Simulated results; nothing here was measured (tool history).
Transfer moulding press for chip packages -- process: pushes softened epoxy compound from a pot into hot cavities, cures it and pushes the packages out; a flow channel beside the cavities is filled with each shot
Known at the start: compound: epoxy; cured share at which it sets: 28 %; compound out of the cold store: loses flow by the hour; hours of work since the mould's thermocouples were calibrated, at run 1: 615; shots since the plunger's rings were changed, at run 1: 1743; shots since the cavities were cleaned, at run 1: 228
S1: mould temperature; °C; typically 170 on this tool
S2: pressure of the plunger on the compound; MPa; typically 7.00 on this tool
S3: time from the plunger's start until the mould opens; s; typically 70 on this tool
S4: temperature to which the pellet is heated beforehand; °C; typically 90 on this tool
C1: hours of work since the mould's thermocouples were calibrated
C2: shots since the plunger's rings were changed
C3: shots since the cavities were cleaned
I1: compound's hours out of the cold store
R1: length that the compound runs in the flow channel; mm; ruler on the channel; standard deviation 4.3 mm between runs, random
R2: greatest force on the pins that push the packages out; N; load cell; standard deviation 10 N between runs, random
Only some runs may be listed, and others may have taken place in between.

run     day   S1    S2   S3   S4   C1    C2   C3    I1    R1    R2
  1   0.000  170  7.00   70   90  615  1743  228  27.0   870   774
  2   0.583  170  7.00   70   90  624  1936  421   9.2   977   968
      1.246  -- cavities cleaned with cleaning compound and waxed
  3   1.588  170  7.00   70   90  639  2246  112  22.3   891  1214
  4   2.442  170  7.00   70   90  652  2528  394  14.9   929  1227
  5   3.075  170  7.00   70   90  662  2736  602  20.4   896  1212
      3.225  -- cavities cleaned with cleaning compound and waxed
      3.521  -- plunger's sealing rings changed
  6   4.175  170  7.00   70   90  676   216  279  37.7   841   776
      4.650  -- mould's thermocouples calibrated
  7   5.092  170  7.00   70   90    7   490  553  30.0   874   949
      5.371  -- cavities cleaned with cleaning compound and waxed
  8   6.000  170  7.00   70   90   20   769  208  43.1   799   717
      6.517  -- cavities cleaned with cleaning compound and waxed, once more
  9   6.517  177  7.00   70   90   27   919    0  34.4   818   382
 10   7.108  166  7.00   70   90   36  1114  195  45.1   797   920
 11   7.721  166  7.00   70   87   46  1316  397  18.8   943  1211
 12   8.183  166  7.00   70   87   53  1469  550  12.7   973  1350
      8.450  -- cavities cleaned with cleaning compound and waxed
 13   9.100  166  7.00   70   87   66  1750  214  40.8   811   931
 14   9.779  166  7.71   77   81   77  1974  438  29.2   905   965
     10.396  -- cavities cleaned with cleaning compound and waxed
 15  10.692  172  6.90   53   90   90  2255   99   9.6   943  1106
 16  11.383  172  6.59   53   90  101  2483  327  37.5   765  1263
 17  11.996  170  6.35   70   83  110  2684  528   9.8   895  1012
     12.354  -- cavities cleaned with cleaning compound and waxed
     12.542  -- plunger's sealing rings changed
 18  12.996  170  7.26   91   90  123   149  176  15.3   997   540
 19  13.921  165  7.00   71   90  137   454  481  35.8   863  1233
     14.404  -- cavities cleaned with cleaning compound and waxed
 20  14.704  174  6.11  107   95  148   693   99  37.5   760   427
 21  15.175  166  7.00   55   91  156   847  253  11.1  1005  1843
 22  15.983  170  5.63   70  100  168  1114  520  24.7   797   915
     16.321  -- cavities cleaned with cleaning compound and waxed
 23  16.792  170  5.63   70  100  180  1359  154  21.9   809   722
 24  17.525  175  7.00   95   90  191  1602  397  45.9   757   606
 25  18.150  163  8.47   69   88  201  1807  602  41.1   904  1620
     18.283  -- cavities cleaned with cleaning compound and waxed
 26  18.946  177  6.81   69   95  212  2050  219  45.4   732   551

What if the next run were any one of these 3? Each begins from the tool's condition after run 26:
  A  19.479  170  5.34  70  92  220  2225  394  34.4   ?   ?
  B  19.479  173  6.66  70  98  220  2225  394  43.1   ?   ?
  C  19.479  164  6.81  58  93  220  2225  394  10.8   ?   ?

run   R1    R2
  A  717   838
  B  744   718
  C  968  2147
With no hidden state in the tool, these same runs would have given:
run    R1    R2
  A   751   461
  B   779   400
  C  1014  1186
